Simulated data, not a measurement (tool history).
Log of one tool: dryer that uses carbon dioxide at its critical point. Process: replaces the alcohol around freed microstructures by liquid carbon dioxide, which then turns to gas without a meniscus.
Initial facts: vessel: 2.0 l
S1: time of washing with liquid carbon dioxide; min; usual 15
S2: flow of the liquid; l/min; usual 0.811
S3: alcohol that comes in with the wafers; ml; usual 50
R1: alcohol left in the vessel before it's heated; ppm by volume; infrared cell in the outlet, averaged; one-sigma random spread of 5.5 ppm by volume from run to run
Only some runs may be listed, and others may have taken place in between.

run,hour,S1,S2,S3,R1
1,0.0,15,0.811,50,280
# hour 6.6: inlet filter changed
2,16.4,15,0.811,50,230
3,29.9,15,0.805,50,239
4,43.2,15,0.805,50,243
5,52.3,15,0.811,50,240
6,71.1,15,0.811,73,304
7,91.7,15,0.811,73,301
8,102.1,15,0.826,50,240
9,120.7,22,0.826,50,114
10,131.9,15,0.811,69,331
11,146.5,15,0.811,30,196
12,159.6,15,0.811,30,207
13,171.6,15,0.811,30,200
14,191.9,18,1.253,47,107
15,210.2,23,0.636,47,174
16,227.2,11,1.126,32,211
17,246.9,11,1.126,32,209
18,264.5,11,0.823,32,512
19,281.7,11,0.823,32,507
20,297.6,17,0.901,50,171
21,313.3,17,0.901,50,173
22,334.4,13,1.167,35,157
23,351.5,15,0.731,50,419
24,368.7,10,0.648,25,1024
25,388.4,19,0.648,25,216
26,402.0,11,0.648,33,1073

5 options for the next run, each taken on its own from the tool as it stands now. Forecast them:
A,422.3,10,1.112,33,?
B,422.3,20,0.811,45,?
C,422.3,15,0.506,50,?
D,422.3,12,0.648,33,?
E,422.3,16,0.648,63,?

run,R1
A,323
B,173
C,1309
D,813
E,623
Stripped of hidden state, with their random variation kept, the same runs would have yielded:
run,R1
A,155
B,31
C,1023
D,591
E,405
